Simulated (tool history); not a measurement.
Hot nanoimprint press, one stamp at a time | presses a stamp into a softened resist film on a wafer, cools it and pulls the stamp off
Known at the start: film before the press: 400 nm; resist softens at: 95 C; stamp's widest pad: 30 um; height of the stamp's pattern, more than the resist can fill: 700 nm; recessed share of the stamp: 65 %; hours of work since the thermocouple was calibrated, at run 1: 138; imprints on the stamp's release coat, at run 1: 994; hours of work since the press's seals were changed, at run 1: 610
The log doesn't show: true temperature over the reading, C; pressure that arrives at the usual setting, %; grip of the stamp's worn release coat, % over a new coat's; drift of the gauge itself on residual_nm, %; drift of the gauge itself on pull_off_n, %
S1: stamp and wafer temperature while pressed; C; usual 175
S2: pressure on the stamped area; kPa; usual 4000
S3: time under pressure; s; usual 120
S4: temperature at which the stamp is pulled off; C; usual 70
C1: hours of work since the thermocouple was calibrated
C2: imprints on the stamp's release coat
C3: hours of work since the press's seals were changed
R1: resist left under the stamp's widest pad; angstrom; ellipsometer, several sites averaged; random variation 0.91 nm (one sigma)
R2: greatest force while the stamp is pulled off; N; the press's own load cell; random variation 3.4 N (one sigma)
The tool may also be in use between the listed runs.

run,hour,S1,S2,S3,S4,C1,C2,C3,R1,R2
1,0,175,4000,120,70,138,994,610,1916,266
2,9.7,175,4000,120,70,145,1032,618,1908,258
3,29.7,175,4000,120,70,160,1111,632,1930,262
4,44.1,175,4000,120,70,170,1168,643,1933,263
5,56.2,175,4000,120,70,179,1215,652,1943,272
6,77.1,175,4000,120,70,195,1297,668,1930,270
7,99.9,175,4000,120,70,212,1387,685,1960,280
8,121.6,175,4000,120,70,228,1472,701,1967,278
9,145.3,175,4000,120,70,246,1565,718,1958,277
10,156.7,175,4000,120,70,254,1610,727,1970,282
11,169.3,175,4000,120,70,263,1659,736,1973,284
12,181.3,175,4000,120,70,272,1707,745,1966,295
# hour 202.5: stamp cleaned and given a new release coat
13,209.4,175,4000,120,70,289,26,761,1986,230
14,228.3,175,4000,120,70,303,101,775,1999,234
15,242.3,175,4000,120,70,313,156,786,1996,232
16,261.3,175,4000,185,68,327,230,800,1694,247

Run 17 comes next. What will it give?
# hour 288: plate thermocouple calibrated
17,288.4,175,4000,173,70,0,325,818,?,?

Run 17 gave R1 1662 angstrom, R2 233 N.
Without the tool's hidden state the same run would have given R1 1606 angstrom, R2 222 N.
